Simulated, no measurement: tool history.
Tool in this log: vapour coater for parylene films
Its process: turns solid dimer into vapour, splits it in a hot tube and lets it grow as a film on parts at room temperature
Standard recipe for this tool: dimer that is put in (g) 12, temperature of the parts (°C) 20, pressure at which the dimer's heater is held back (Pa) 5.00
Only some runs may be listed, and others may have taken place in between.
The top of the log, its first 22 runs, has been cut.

run   hour  dimer that is put in (g)  temperature of the parts (°C)  pressure at which the dimer's heater is held back (Pa)  thickness of the film (µm)
 23  272.1                        12                             21                                                    2.79                        5.94
 24  279.4                        11                             12                                                    3.08                        7.03
 25  293.0                        11                             12                                                    3.08                        6.93
 26  305.3                        11                             12                                                    3.08                        6.81
 27  319.1                        11                             12                                                    3.08                        6.84
 28  333.9                         6                             13                                                    3.08                        3.62
 29  342.4                         9                             13                                                    7.23                        4.46
 30  355.6                         9                             13                                                    7.23                        4.41
 31  366.1                         9                             13                                                    7.23                        4.35
 32  380.6                         9                             13                                                    7.23                        4.34
 33  389.2                        12                             18                                                    8.06                        4.79
 34  403.0                        12                             18                                                    8.06                        4.76
 35  419.2                        21                             29                                                    8.06                        5.93
 36  435.1                        21                             29                                                    8.06                        5.84
 37  449.3                        15                             15                                                    8.06                        6.49
 38  458.3                        20                             15                                                    2.12                       11.67
 39  469.1                        19                             20                                                    5.00                        7.81

Alternative continuations, all from the tool just after run 39; predict every row:
  A  477.3                        12                             20                                                    6.05                           ?
  B  477.3                        11                             12                                                    2.77                           ?
  C  477.3                        12                             13                                                    7.30                           ?

run  thickness of the film (µm)
  A                        4.70
  B                        6.52
  C                        5.56
What these runs would have given with no unlogged condition in the tool:
run  thickness of the film (µm)
  A                        5.13
  B                        7.11
  C                        6.06

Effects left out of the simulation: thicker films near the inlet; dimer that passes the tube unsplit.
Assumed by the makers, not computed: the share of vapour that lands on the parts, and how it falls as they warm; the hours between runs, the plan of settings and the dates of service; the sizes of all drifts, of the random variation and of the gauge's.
